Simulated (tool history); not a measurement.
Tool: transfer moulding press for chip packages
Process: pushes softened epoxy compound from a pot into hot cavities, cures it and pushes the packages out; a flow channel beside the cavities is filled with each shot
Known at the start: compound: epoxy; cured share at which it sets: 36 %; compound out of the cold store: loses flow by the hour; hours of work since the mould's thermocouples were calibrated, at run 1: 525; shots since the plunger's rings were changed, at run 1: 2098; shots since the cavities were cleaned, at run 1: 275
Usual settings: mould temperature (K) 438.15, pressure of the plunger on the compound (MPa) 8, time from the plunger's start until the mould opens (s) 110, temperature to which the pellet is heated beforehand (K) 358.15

run,hour,mould temperature (K),pressure of the plunger on the compound (MPa),time from the plunger's start until the mould opens (s),temperature to which the pellet is heated beforehand (K),hours of work since the mould's thermocouples were calibrated,shots since the plunger's rings were changed,shots since the cavities were cleaned,incoming compound's hours out of the cold store,length that the compound runs in the flow channel (mm),greatest force on the pins that push the packages out (N)
1,0,438.15,8,110,358.15,525,2098,275,30.4,797,854
# hour 24.9: cavities cleaned with cleaning compound and waxed
2,47.3,438.15,8,110,361.15,551,2502,197,12,868,823
# hour 79.5: cavities cleaned with cleaning compound and waxed
3,117.8,438.15,7.57,110,358.15,591,3111,338,35.4,753,858
# hour 134.2: cavities cleaned with cleaning compound and waxed
4,178.8,438.15,8.81,110,358.15,625,3637,394,38.6,788,914
# hour 185.1: cavities cleaned with cleaning compound and waxed
# hour 209.5: plunger's sealing rings changed
5,235.5,438.15,8.81,110,358.15,655,230,423,9.1,943,994
# hour 241.1: cavities cleaned with cleaning compound and waxed
# hour 293.4: cavities cleaned with cleaning compound and waxed
6,317.8,438.15,8.81,110,358.15,701,930,216,15.6,907,855
# hour 345: cavities cleaned with cleaning compound and waxed
7,393.3,438.15,8,110,358.15,743,1583,426,16.1,859,974
# hour 398.6: cavities cleaned with cleaning compound and waxed
# hour 451.5: cavities cleaned with cleaning compound and waxed
8,462.8,438.15,8,110,358.15,781,2170,100,12,874,737
# hour 506: cavities cleaned with cleaning compound and waxed
9,519.7,438.15,8,110,351.15,813,2659,121,31.7,794,741
# hour 559.3: cavities cleaned with cleaning compound and waxed
10,589.5,438.15,8,104,365.15,852,3261,266,43.4,742,873
# hour 612.6: cavities cleaned with cleaning compound and waxed
# hour 640.6: mould's thermocouples calibrated
11,657,438.15,9.12,104,365.15,9,3826,374,28.4,846,963
# hour 664.1: plunger's sealing rings changed
# hour 671.3: cavities cleaned with cleaning compound and waxed
12,713.9,438.15,9.12,108,363.15,40,427,377,36.7,853,912
# hour 724.8: cavities cleaned with cleaning compound and waxed
# hour 778.8: cavities cleaned with cleaning compound and waxed
13,787.2,438.15,9.12,108,363.15,80,1047,75,16.1,928,680
14,821,431.15,7.1,110,358.15,99,1345,373,41.5,758,1490
# hour 831.3: cavities cleaned with cleaning compound and waxed
# hour 882: cavities cleaned with cleaning compound and waxed
15,896.3,431.15,7.1,110,358.15,141,1983,126,26.6,808,1242

How the hidden state differs across the entries between the runs, from the last listed run before each to the first after it:
Between runs 1 and 2: cavities cleaned with cleaning compound and waxed (hour 24.9)
  true mould temperature over the reading, C: -0.18 -> -0.21; pressure that reaches the compound, % of what is set: 94.42 -> 93.38; grip of the stained cavities, % over clean ones': 46.2 -> 39.1
  measured less the result without the state, length that the compound runs in the flow channel (mm): -22 -> -29; greatest force on the pins that push the packages out (N): +277 -> +239
Between runs 2 and 3: cavities cleaned with cleaning compound and waxed (hour 79.5)
  true mould temperature over the reading, C: -0.21 -> -0.26; pressure that reaches the compound, % of what is set: 93.38 -> 91.79; grip of the stained cavities, % over clean ones': 39.1 -> 51.2
  measured less the result without the state, length that the compound runs in the flow channel (mm): -29 -> -31; greatest force on the pins that push the packages out (N): +239 -> +299
Between runs 3 and 4: cavities cleaned with cleaning compound and waxed (hour 134.2)
  true mould temperature over the reading, C: -0.26 -> -0.3; pressure that reaches the compound, % of what is set: 91.79 -> 90.42; grip of the stained cavities, % over clean ones': 51.2 -> 58.5
  measured less the result without the state, length that the compound runs in the flow channel (mm): -31 -> -39; greatest force on the pins that push the packages out (N): +299 -> +350
Between runs 4 and 5: cavities cleaned with cleaning compound and waxed (hour 185.1); plunger's sealing rings changed (hour 209.5)
  true mould temperature over the reading, C: -0.3 -> -0.33; pressure that reaches the compound, % of what is set: 90.42 -> 99.09; grip of the stained cavities, % over clean ones': 58.5 -> 57.9
  measured less the result without the state, length that the compound runs in the flow channel (mm): -39 -> -3; greatest force on the pins that push the packages out (N): +350 -> +377
Between runs 5 and 6: cavities cleaned with cleaning compound and waxed (hour 241.1); cavities cleaned with cleaning compound and waxed (hour 293.4)
  true mould temperature over the reading, C: -0.33 -> -0.38; pressure that reaches the compound, % of what is set: 99.09 -> 97.35; grip of the stained cavities, % over clean ones': 57.9 -> 41.1
  measured less the result without the state, length that the compound runs in the flow channel (mm): -3 -> -10; greatest force on the pins that push the packages out (N): +377 -> +266
Between runs 6 and 7: cavities cleaned with cleaning compound and waxed (hour 345)
  true mould temperature over the reading, C: -0.38 -> -0.42; pressure that reaches the compound, % of what is set: 97.35 -> 95.78; grip of the stained cavities, % over clean ones': 41.1 -> 59.7
  measured less the result without the state, length that the compound runs in the flow channel (mm): -10 -> -16; greatest force on the pins that push the packages out (N): +266 -> +382
Between runs 7 and 8: cavities cleaned with cleaning compound and waxed (hour 398.6); cavities cleaned with cleaning compound and waxed (hour 451.5)
  true mould temperature over the reading, C: -0.42 -> -0.47; pressure that reaches the compound, % of what is set: 95.78 -> 94.3; grip of the stained cavities, % over clean ones': 59.7 -> 24.2
  measured less the result without the state, length that the compound runs in the flow channel (mm): -16 -> -23; greatest force on the pins that push the packages out (N): +382 -> +162
Between runs 8 and 9: cavities cleaned with cleaning compound and waxed (hour 506)
  true mould temperature over the reading, C: -0.47 -> -0.5; pressure that reaches the compound, % of what is set: 94.3 -> 93.16; grip of the stained cavities, % over clean ones': 24.2 -> 23.9
  measured less the result without the state, length that the compound runs in the flow channel (mm): -23 -> -26; greatest force on the pins that push the packages out (N): +162 -> +161
Between runs 9 and 10: cavities cleaned with cleaning compound and waxed (hour 559.3)
  true mould temperature over the reading, C: -0.5 -> -0.55; pressure that reaches the compound, % of what is set: 93.16 -> 91.75; grip of the stained cavities, % over clean ones': 23.9 -> 44
  measured less the result without the state, length that the compound runs in the flow channel (mm): -26 -> -30; greatest force on the pins that push the packages out (N): +161 -> +289
Between runs 10 and 11: cavities cleaned with cleaning compound and waxed (hour 612.6); mould's thermocouples calibrated (hour 640.6)
  true mould temperature over the reading, C: -0.55 -> -0.03; pressure that reaches the compound, % of what is set: 91.75 -> 90.32; grip of the stained cavities, % over clean ones': 44 -> 52.1
  measured less the result without the state, length that the compound runs in the flow channel (mm): -30 -> -44; greatest force on the pins that push the packages out (N): +289 -> +329
Between runs 11 and 12: plunger's sealing rings changed (hour 664.1); cavities cleaned with cleaning compound and waxed (hour 671.3)
  true mould temperature over the reading, C: -0.03 -> -0.07; pressure that reaches the compound, % of what is set: 90.32 -> 98.68; grip of the stained cavities, % over clean ones': 52.1 -> 57
  measured less the result without the state, length that the compound runs in the flow channel (mm): -44 -> -5; greatest force on the pins that push the packages out (N): +329 -> +333
Between runs 12 and 13: cavities cleaned with cleaning compound and waxed (hour 724.8); cavities cleaned with cleaning compound and waxed (hour 778.8)
  true mould temperature over the reading, C: -0.07 -> -0.11; pressure that reaches the compound, % of what is set: 98.68 -> 97.2; grip of the stained cavities, % over clean ones': 57 -> 14.3
  measured less the result without the state, length that the compound runs in the flow channel (mm): -5 -> -12; greatest force on the pins that push the packages out (N): +333 -> +89
Between runs 14 and 15: cavities cleaned with cleaning compound and waxed (hour 831.3); cavities cleaned with cleaning compound and waxed (hour 882)
  true mould temperature over the reading, C: -0.13 -> -0.18; pressure that reaches the compound, % of what is set: 96.4 -> 94.75; grip of the stained cavities, % over clean ones': 53.7 -> 25.5
  measured less the result without the state, length that the compound runs in the flow channel (mm): -13 -> -21; greatest force on the pins that push the packages out (N): +531 -> +270
